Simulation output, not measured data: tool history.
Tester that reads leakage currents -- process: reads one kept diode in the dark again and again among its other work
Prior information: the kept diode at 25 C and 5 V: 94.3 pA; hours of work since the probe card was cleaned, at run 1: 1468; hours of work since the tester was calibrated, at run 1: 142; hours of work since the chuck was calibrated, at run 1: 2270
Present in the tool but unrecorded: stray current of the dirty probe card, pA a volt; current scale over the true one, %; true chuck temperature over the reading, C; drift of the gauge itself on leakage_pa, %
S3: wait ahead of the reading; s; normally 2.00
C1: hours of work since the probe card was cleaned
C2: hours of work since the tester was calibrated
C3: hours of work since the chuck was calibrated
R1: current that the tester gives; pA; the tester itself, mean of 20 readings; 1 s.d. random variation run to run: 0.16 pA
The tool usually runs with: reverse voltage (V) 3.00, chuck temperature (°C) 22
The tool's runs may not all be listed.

{"run": 1, "hour": 0.0, "reverse voltage (V)": 3.0, "chuck temperature (°C)": 22, "S3": 2.0, "C1": 1468, "C2": 142, "C3": 2270, "R1": 59.31}
{"run": 2, "hour": 20.1, "reverse voltage (V)": 3.0, "chuck temperature (°C)": 22, "S3": 2.0, "C1": 1482, "C2": 157, "C3": 2285, "R1": 59.19}
{"run": 3, "hour": 50.9, "reverse voltage (V)": 3.0, "chuck temperature (°C)": 22, "S3": 2.0, "C1": 1505, "C2": 180, "C3": 2308, "R1": 59.27}
{"hour": 78.0, "done": "chuck's temperature calibrated"}
{"run": 4, "hour": 80.3, "reverse voltage (V)": 3.0, "chuck temperature (°C)": 22, "S3": 2.0, "C1": 1526, "C2": 200, "C3": 2, "R1": 62.53}
{"run": 5, "hour": 102.6, "reverse voltage (V)": 3.0, "chuck temperature (°C)": 22, "S3": 2.0, "C1": 1542, "C2": 217, "C3": 18, "R1": 62.34}
{"run": 6, "hour": 128.2, "reverse voltage (V)": 3.0, "chuck temperature (°C)": 22, "S3": 2.0, "C1": 1561, "C2": 236, "C3": 37, "R1": 62.36}
{"run": 7, "hour": 158.9, "reverse voltage (V)": 3.0, "chuck temperature (°C)": 22, "S3": 2.0, "C1": 1584, "C2": 259, "C3": 60, "R1": 62.33}
{"run": 8, "hour": 173.5, "reverse voltage (V)": 3.0, "chuck temperature (°C)": 33, "S3": 2.0, "C1": 1595, "C2": 270, "C3": 71, "R1": 152.57}
{"run": 9, "hour": 190.7, "reverse voltage (V)": 3.0, "chuck temperature (°C)": 22, "S3": 1.85, "C1": 1608, "C2": 282, "C3": 84, "R1": 62.49}
{"run": 10, "hour": 203.5, "reverse voltage (V)": 3.0, "chuck temperature (°C)": 22, "S3": 2.0, "C1": 1617, "C2": 292, "C3": 93, "R1": 62.49}
{"hour": 208.4, "done": "probe card cleaned and baked"}
{"run": 11, "hour": 227.5, "reverse voltage (V)": 3.0, "chuck temperature (°C)": 22, "S3": 2.0, "C1": 14, "C2": 308, "C3": 109, "R1": 62.46}
{"run": 12, "hour": 252.6, "reverse voltage (V)": 3.0, "chuck temperature (°C)": 22, "S3": 2.0, "C1": 33, "C2": 326, "C3": 127, "R1": 62.48}
{"run": 13, "hour": 270.2, "reverse voltage (V)": 3.0, "chuck temperature (°C)": 22, "S3": 2.0, "C1": 46, "C2": 339, "C3": 141, "R1": 62.44}
{"run": 14, "hour": 291.3, "reverse voltage (V)": 2.87, "chuck temperature (°C)": 22, "S3": 0.48, "C1": 62, "C2": 355, "C3": 156, "R1": 62.76}
{"run": 15, "hour": 309.6, "reverse voltage (V)": 2.87, "chuck temperature (°C)": 22, "S3": 0.48, "C1": 75, "C2": 369, "C3": 170, "R1": 62.73}
{"run": 16, "hour": 335.1, "reverse voltage (V)": 2.87, "chuck temperature (°C)": 55, "S3": 0.48, "C1": 94, "C2": 387, "C3": 189, "R1": 763.43}
{"run": 17, "hour": 353.9, "reverse voltage (V)": 2.87, "chuck temperature (°C)": 55, "S3": 0.48, "C1": 108, "C2": 401, "C3": 203, "R1": 760.67}
{"run": 18, "hour": 377.2, "reverse voltage (V)": 2.37, "chuck temperature (°C)": 30, "S3": 0.45, "C1": 125, "C2": 419, "C3": 220, "R1": 111.56}
{"hour": 397.5, "done": "probe card cleaned and baked, once more"}
{"run": 19, "hour": 410.2, "reverse voltage (V)": 4.5, "chuck temperature (°C)": 50, "S3": 0.4, "C1": 9, "C2": 441, "C3": 242, "R1": 623.25}
{"run": 20, "hour": 430.0, "reverse voltage (V)": 4.5, "chuck temperature (°C)": 50, "S3": 0.4, "C1": 24, "C2": 456, "C3": 257, "R1": 622.44}
{"run": 21, "hour": 455.1, "reverse voltage (V)": 13.42, "chuck temperature (°C)": 45, "S3": 2.0, "C1": 43, "C2": 474, "C3": 276, "R1": 616.84}
{"run": 22, "hour": 475.6, "reverse voltage (V)": 19.48, "chuck temperature (°C)": 23, "S3": 2.0, "C1": 58, "C2": 490, "C3": 291, "R1": 125.17}
{"run": 23, "hour": 491.1, "reverse voltage (V)": 10.02, "chuck temperature (°C)": 23, "S3": 2.0, "C1": 70, "C2": 501, "C3": 302, "R1": 100.17}

4 ways to go on from here, each from the tool as it stands after run 23. What would each give?
{"run": "A", "hour": 511.9, "reverse voltage (V)": 3.03, "chuck temperature (°C)": 23, "S3": 2.0, "C1": 85, "C2": 517, "C3": 318, "R1": "?"}
{"run": "B", "hour": 511.9, "reverse voltage (V)": 2.31, "chuck temperature (°C)": 55, "S3": 1.17, "C1": 85, "C2": 517, "C3": 318, "R1": "?"}
{"run": "C", "hour": 511.9, "reverse voltage (V)": 14.34, "chuck temperature (°C)": 23, "S3": 6.26, "C1": 85, "C2": 517, "C3": 318, "R1": "?"}
{"run": "D", "hour": 511.9, "reverse voltage (V)": 5.81, "chuck temperature (°C)": 22, "S3": 2.0, "C1": 85, "C2": 517, "C3": 318, "R1": "?"}

run=A R1=67.11
run=B R1=706.81
run=C R1=111.77
run=D R1=76.61
With no hidden state in the tool, these same runs would have given:
run=A R1=68.12
run=B R1=715.60
run=C R1=113.31
run=D R1=77.73
